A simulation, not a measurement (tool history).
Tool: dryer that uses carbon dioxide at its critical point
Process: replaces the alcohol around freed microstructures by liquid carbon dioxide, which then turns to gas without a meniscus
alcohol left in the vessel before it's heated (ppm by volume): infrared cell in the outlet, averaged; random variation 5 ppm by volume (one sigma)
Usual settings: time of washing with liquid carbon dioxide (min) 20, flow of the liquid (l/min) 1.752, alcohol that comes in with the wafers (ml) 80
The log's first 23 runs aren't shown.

run	day	time of washing with liquid carbon dioxide (min)	flow of the liquid (l/min)	alcohol that comes in with the wafers (ml)	alcohol left in the vessel before it's heated (ppm by volume)
24	9.883	22	1.752	27	49
25	10.383	22	1.752	27	53
26	10.833	13	1.752	80	321
27	11.462	13	1.752	80	336
28	11.8	14	1.51	30	188
29	12.1	20	1.65	42	69
30	12.404	20	1.65	42	54
31	12.821	20	1.65	42	66
32	13.442	20	1.65	42	86
33	13.783	20	1.65	42	71
34	14.388	18	1.45	33	125
35	14.862	24	1.45	59	78
36	15.267	20	1.75	30	68
37	15.892	20	1.75	30	72
38	16.329	21	1.752	26	67
39	16.629	14	2.49	112	113
40	16.946	14	2.49	112	107
41	17.275	20	1.35	80	213
42	17.917	20	1.35	80	219
43	18.417	13	1.3	55	725
44	18.962	14	1.13	22	394
45	19.438	22	2.14	101	82
46	19.854	13	1.05	80	1857
47	20.3	19	1.3	62	270

4 ways to go on from here, each from the tool as it stands after run 47. What would each give?
A	20.625	18	2.07	62	?
B	20.625	19	1.34	62	?
C	20.625	14	1.3	62	?
D	20.625	19	1.84	62	?

run	alcohol left in the vessel before it's heated (ppm by volume)
A	99
B	249
C	681
D	97
Without the tool's hidden state the same runs would have given:
run	alcohol left in the vessel before it's heated (ppm by volume)
A	18
B	101
C	392
D	11

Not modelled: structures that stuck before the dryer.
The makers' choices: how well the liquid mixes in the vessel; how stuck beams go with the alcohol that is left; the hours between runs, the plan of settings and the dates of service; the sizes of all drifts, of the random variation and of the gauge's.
